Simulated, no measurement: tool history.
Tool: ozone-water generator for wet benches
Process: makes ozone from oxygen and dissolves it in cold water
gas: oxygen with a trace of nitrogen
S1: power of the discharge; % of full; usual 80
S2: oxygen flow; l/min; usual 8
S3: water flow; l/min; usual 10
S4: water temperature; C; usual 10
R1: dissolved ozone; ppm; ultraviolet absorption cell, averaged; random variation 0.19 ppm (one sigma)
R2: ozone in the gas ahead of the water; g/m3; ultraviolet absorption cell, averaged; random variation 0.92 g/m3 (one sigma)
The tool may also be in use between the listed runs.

run	hour	S1	S2	S3	S4	R1	R2
1	0	80	8	10	10	23.9	144.8
2	48.6	80	8	10	10	23.6	142.9
3	131.5	80	8	10	10	24	143.1
4	202.2	80	8	10	10	24	143
5	245.8	80	8	10	10	23.9	143.3
6	300	59	4.16	10	10	18.9	149.3
7	399.9	50	5.39	10	8	18	123.2
8	499.6	84	8	10	11	23.9	146.5
9	589	84	8	10	11	23.8	147.4

Run 10 comes next. What will it give?
10	669.2	80	11.47	14	10	?	?

Run 10 gave R1 17.7 ppm, R2 124.7 g/m3.
Without the tool's hidden state the same run would have given R1 19.6 ppm, R2 134.7 g/m3.

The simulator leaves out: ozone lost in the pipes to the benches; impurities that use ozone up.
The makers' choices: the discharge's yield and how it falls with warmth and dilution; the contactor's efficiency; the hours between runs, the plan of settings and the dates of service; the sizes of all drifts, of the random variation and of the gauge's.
